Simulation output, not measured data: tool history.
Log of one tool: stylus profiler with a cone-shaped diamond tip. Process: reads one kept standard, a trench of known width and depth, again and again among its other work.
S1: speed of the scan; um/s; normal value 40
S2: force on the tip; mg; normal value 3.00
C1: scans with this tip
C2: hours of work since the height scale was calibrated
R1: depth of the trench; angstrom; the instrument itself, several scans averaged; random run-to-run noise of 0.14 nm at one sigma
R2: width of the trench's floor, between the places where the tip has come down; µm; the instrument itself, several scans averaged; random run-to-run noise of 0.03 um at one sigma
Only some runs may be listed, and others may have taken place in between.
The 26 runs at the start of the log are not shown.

{"run": 27, "hour": 484.0, "S1": 21, "S2": 1.48, "C1": 2641, "C2": 509, "R1": 5056.2, "R2": 95.57}
{"run": 28, "hour": 500.1, "S1": 41, "S2": 3.11, "C1": 2690, "C2": 518, "R1": 5087.4, "R2": 95.58}
{"run": 29, "hour": 526.2, "S1": 14, "S2": 1.32, "C1": 2768, "C2": 533, "R1": 5047.9, "R2": 95.62}
{"run": 30, "hour": 551.8, "S1": 26, "S2": 3.0, "C1": 2846, "C2": 548, "R1": 5082.9, "R2": 95.53}
{"run": 31, "hour": 567.9, "S1": 24, "S2": 8.71, "C1": 2895, "C2": 557, "R1": 5176.3, "R2": 95.61}
{"run": 32, "hour": 589.1, "S1": 12, "S2": 1.29, "C1": 2959, "C2": 570, "R1": 5047.9, "R2": 95.62}
{"run": 33, "hour": 607.5, "S1": 12, "S2": 1.8, "C1": 3015, "C2": 581, "R1": 5062.6, "R2": 95.59}
{"run": 34, "hour": 624.3, "S1": 23, "S2": 1.41, "C1": 3066, "C2": 590, "R1": 5051.9, "R2": 95.57}
{"run": 35, "hour": 644.2, "S1": 23, "S2": 1.41, "C1": 3126, "C2": 602, "R1": 5054.9, "R2": 95.68}
{"run": 36, "hour": 658.1, "S1": 23, "S2": 1.41, "C1": 3168, "C2": 610, "R1": 5050.7, "R2": 95.58}
{"run": 37, "hour": 675.6, "S1": 40, "S2": 4.14, "C1": 3221, "C2": 620, "R1": 5107.8, "R2": 95.58}
{"run": 38, "hour": 695.6, "S1": 73, "S2": 3.42, "C1": 3281, "C2": 632, "R1": 5096.7, "R2": 95.47}
{"run": 39, "hour": 719.1, "S1": 71, "S2": 1.05, "C1": 3352, "C2": 646, "R1": 5041.8, "R2": 95.42}
{"run": 40, "hour": 735.0, "S1": 18, "S2": 1.17, "C1": 3401, "C2": 655, "R1": 5044.3, "R2": 95.55}
{"run": 41, "hour": 757.2, "S1": 11, "S2": 3.0, "C1": 3468, "C2": 668, "R1": 5086.1, "R2": 95.65}
{"run": 42, "hour": 774.4, "S1": 53, "S2": 4.9, "C1": 3520, "C2": 678, "R1": 5120.0, "R2": 95.52}
{"run": 43, "hour": 794.1, "S1": 53, "S2": 4.9, "C1": 3579, "C2": 689, "R1": 5120.1, "R2": 95.53}
{"run": 44, "hour": 810.5, "S1": 53, "S2": 4.9, "C1": 3629, "C2": 699, "R1": 5121.3, "R2": 95.5}
{"run": 45, "hour": 826.3, "S1": 86, "S2": 2.66, "C1": 3677, "C2": 708, "R1": 5078.1, "R2": 95.45}
{"run": 46, "hour": 851.3, "S1": 86, "S2": 2.66, "C1": 3753, "C2": 723, "R1": 5080.2, "R2": 95.48}
{"run": 47, "hour": 862.3, "S1": 86, "S2": 2.66, "C1": 3786, "C2": 729, "R1": 5080.9, "R2": 95.45}

Consider 3 possible next runs. They are alternatives, not a sequence: every one starts from the tool as it was left by run 47. What does each give?
{"run": "A", "hour": 881.9, "S1": 16, "S2": 1.21, "C1": 3845, "C2": 741, "R1": "?", "R2": "?"}
{"run": "B", "hour": 881.9, "S1": 108, "S2": 3.3, "C1": 3845, "C2": 741, "R1": "?", "R2": "?"}
{"run": "C", "hour": 881.9, "S1": 39, "S2": 2.37, "C1": 3845, "C2": 741, "R1": "?", "R2": "?"}

run=A R1=5047.7 R2=95.61
run=B R1=5091.4 R2=95.40
run=C R1=5075.6 R2=95.58
Had the tool no hidden state, the same runs would have come out as:
run=A R1=5047.7 R2=95.61
run=B R1=5091.4 R2=95.40
run=C R1=5075.5 R2=95.58
